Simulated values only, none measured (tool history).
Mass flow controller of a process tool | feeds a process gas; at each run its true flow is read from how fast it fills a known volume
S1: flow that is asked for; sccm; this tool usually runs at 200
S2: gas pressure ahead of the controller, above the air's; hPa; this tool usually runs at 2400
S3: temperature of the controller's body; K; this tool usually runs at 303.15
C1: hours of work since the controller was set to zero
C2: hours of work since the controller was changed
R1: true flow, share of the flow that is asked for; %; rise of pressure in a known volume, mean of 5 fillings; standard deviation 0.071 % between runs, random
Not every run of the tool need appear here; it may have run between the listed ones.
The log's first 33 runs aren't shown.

run,hour,S1,S2,S3,C1,C2,R1
34,4145,240,2560,303.15,1830,1830,99.81
35,4245.8,293,2550,294.15,1862,1862,99.06
36,4335.1,200,1750,295.15,1891,1891,99.38
37,4479.1,200,1750,295.15,1936,1936,99.31
38,4586.8,200,1750,295.15,1971,1971,99.4
39,4672,182,2180,301.15,1998,1998,99.89
40,4768.2,61,2400,308.15,2029,2029,101.71
41,4890,61,2400,308.15,2067,2067,101.7
42,5046.5,147,2620,294.15,2117,2117,99.45
43,5197.1,185,2670,311.15,2165,2165,100.58
44,5273.8,350,2590,309.15,2190,2190,100.25
45,5435.5,350,2590,309.15,2241,2241,100.26
46,5513.2,351,2590,303.15,2266,2266,99.61
47,5623.5,100,1920,303.15,2301,2301,100.5
48,5792.5,184,2490,303.15,2355,2355,99.81
49,5972.2,200,2400,310.15,2412,2412,100.39

Forecast each of these 3 alternatives for the next run:
A,6154.4,200,2630,310.15,2470,2470,?
B,6154.4,380,2090,306.15,2470,2470,?
C,6154.4,200,1580,294.15,2470,2470,?

run,R1
A,100.59
B,99.96
C,99.49
With no hidden state in the tool, these same runs would have given:
run,R1
A,100.57
B,100.33
C,99.47

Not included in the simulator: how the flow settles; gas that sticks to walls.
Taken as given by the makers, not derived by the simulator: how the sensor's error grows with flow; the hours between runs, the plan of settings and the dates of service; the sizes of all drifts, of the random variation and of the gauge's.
